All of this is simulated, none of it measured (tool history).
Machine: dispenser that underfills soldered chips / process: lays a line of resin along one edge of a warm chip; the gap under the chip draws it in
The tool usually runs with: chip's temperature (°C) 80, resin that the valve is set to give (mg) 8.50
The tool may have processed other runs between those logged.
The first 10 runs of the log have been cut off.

run   hour  chip's temperature (°C)  resin that the valve is set to give (mg)  hours of work since the syringe was changed  hours of work since the valve was cleaned  hours of work since the stage was calibrated  time until the resin shows at the far edge (s)  resin that the valve gave (mg)
 11   44.1                       80                                      7.86                                            7                                         54                                           173                                            86.1                            7.58
      49.5  -- new syringe of resin
 12   49.7                       80                                     11.04                                            0                                         58                                           176                                            49.3                           10.70
 13   55.6                       80                                      8.50                                            4                                         62                                           180                                            68.3                            8.24
 14   59.6                       80                                      8.50                                            7                                         65                                           183                                            81.5                            8.28
 15   63.1                       82                                      8.50                                            9                                         67                                           185                                            90.1                            8.19
      65.4  -- new syringe of resin
 16   69.5                       82                                      8.50                                            3                                         71                                           190                                            58.0                            8.20
 17   72.9                       82                                      8.50                                            5                                         74                                           192                                            68.6                            8.18
 18   75.9                       80                                      8.50                                            7                                         76                                           194                                            85.2                            8.15
 19   78.8                       87                                     10.54                                            9                                         78                                           196                                            71.2                           10.07
      80.8  -- new syringe of resin
 20   82.5                       67                                      9.80                                            1                                         80                                           198                                            99.0                            9.38
 21   85.3                       69                                     10.29                                            3                                         82                                           200                                           103.2                            9.88
 22   91.6                       69                                     10.29                                            7                                         86                                           205                                           136.3                            9.88
      96.4  -- new syringe of resin
 23   96.4                       67                                      8.34                                            0                                         90                                           208                                            94.9                            7.99
 24   99.2                       67                                      8.34                                            2                                         91                                           210                                           106.1                            7.95
 25  104.2                       66                                      8.60                                            5                                         95                                           213                                           140.7                            8.16
 26  110.4                       83                                      8.50                                           10                                         99                                           217                                            89.5                            8.09
     112.0  -- new syringe of resin
     113.0  -- dispensing valve cleaned and set on the balance
 27  116.1                       73                                     10.88                                            2                                          2                                           220                                            81.5                           10.89
 28  121.6                       73                                     10.88                                            6                                          6                                           224                                           104.9                           10.78
 29  127.1                       85                                      9.76                                           10                                         10                                           228                                            83.4                            9.75

What does the tool deliver on the next run?
     128.6  -- new syringe of resin
 30  131.9                       85                                      9.76                                            2                                         13                                           231                                               ?                               ?

time until the resin shows at the far edge (s): 48.9
resin that the valve gave (mg): 9.80
Without the tool's hidden state the same run would have given time until the resin shows at the far edge (s) 40.5, resin that the valve gave (mg) 9.83.
